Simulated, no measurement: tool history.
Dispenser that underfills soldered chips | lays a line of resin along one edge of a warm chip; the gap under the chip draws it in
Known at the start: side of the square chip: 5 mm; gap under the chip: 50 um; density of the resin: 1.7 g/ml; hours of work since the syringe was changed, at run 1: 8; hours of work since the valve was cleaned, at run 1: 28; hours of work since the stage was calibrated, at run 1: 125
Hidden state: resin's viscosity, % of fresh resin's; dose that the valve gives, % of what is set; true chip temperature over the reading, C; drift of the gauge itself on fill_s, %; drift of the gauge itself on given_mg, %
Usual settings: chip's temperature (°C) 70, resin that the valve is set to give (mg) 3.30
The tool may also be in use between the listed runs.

run	hour	chip's temperature (°C)	resin that the valve is set to give (mg)	hours of work since the syringe was changed	hours of work since the valve was cleaned	hours of work since the stage was calibrated	time until the resin shows at the far edge (s)	resin that the valve gave (mg)
1	0.0	70	3.30	8	28	125	32.7	3.21
2	3.0	77	3.30	10	30	127	28.7	3.26
# hour 6.1: new syringe of resin
3	10.7	70	3.29	3	35	132	27.5	3.25
4	15.8	71	3.30	6	38	135	30.7	3.19
5	19.8	70	3.30	9	41	138	33.7	3.21
6	23.0	70	3.30	11	43	140	36.8	3.19
# hour 25.1: new syringe of resin
7	26.9	70	3.30	1	45	142	26.3	3.26
8	32.6	70	2.84	5	49	146	31.0	2.78
9	39.8	70	2.84	9	54	150	37.4	2.74
# hour 44.1: new syringe of resin
10	46.9	70	2.84	2	58	155	28.0	2.78
11	53.4	70	2.84	6	62	159	32.3	2.73
12	57.4	55	2.97	8	65	161	54.5	2.82
# hour 63.0: new syringe of resin
13	64.1	55	3.84	1	69	165	39.9	3.71
14	67.6	70	3.29	3	71	168	28.5	3.13

Some steps in time until the resin shows at the far edge (s) between neighbouring runs. How much of each would the tool show without its hidden state too (settings, what came in, random variation), and how much is left for the hidden state, with any gauge scatter that isn't in both results?
Run 11 -> 12: chip's temperature (°C) 70 -> 55, resin that the valve is set to give (mg) 2.84 -> 2.97. time until the resin shows at the far edge (s) +22.2: hidden state +7.9, all else +14.3.
Run 12 -> 13: resin that the valve is set to give (mg) 2.97 -> 3.84, new syringe of resin. time until the resin shows at the far edge (s) -14.6: hidden state -13.8, all else -0.8.

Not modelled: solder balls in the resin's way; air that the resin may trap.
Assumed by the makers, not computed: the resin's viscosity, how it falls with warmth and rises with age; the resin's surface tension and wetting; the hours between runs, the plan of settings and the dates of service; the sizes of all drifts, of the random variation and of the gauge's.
